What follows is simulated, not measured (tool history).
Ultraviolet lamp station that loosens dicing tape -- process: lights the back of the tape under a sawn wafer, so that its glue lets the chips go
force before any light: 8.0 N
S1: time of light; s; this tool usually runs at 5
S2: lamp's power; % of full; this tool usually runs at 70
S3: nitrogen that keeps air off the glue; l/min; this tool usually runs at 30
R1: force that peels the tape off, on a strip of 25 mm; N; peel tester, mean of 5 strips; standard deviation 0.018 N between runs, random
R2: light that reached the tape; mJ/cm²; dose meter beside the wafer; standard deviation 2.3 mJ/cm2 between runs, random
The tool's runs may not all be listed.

run    day  S1  S2  S3     R1   R2
  1  0.000   5  70  30  1.081  196
  2  0.238   5  70  30  1.068  198
  3  0.675   5  70  30  1.047  195
  4  1.175   5  70  30  1.091  194
  5  1.621   5  65  30  1.233  176
  6  1.838   5  65  30  1.245  186
  7  2.279   5  65  30  1.298  181
  8  2.650   5  70  30  1.130  192
  9  2.896   5  70  30  1.099  195
 10  3.233   5  70  30  1.128  188
 11  3.654   5  70  30  1.144  185
 12  4.121   5  70  57  0.883  186
 13  4.604   5  70  57  0.849  188
 14  5.033   5  70  57  0.864  187
 15  5.462   3  70  30  2.459  115

For run 16, what comes out?
 16  5.942   3  70  30   ?   ?

Run 16 produced R1 2.428 N, R2 114 mJ/cm².
With the hidden condition absent and the run-to-run variation left alone, this run would have shown R1 1.967 N, R2 135 mJ/cm².
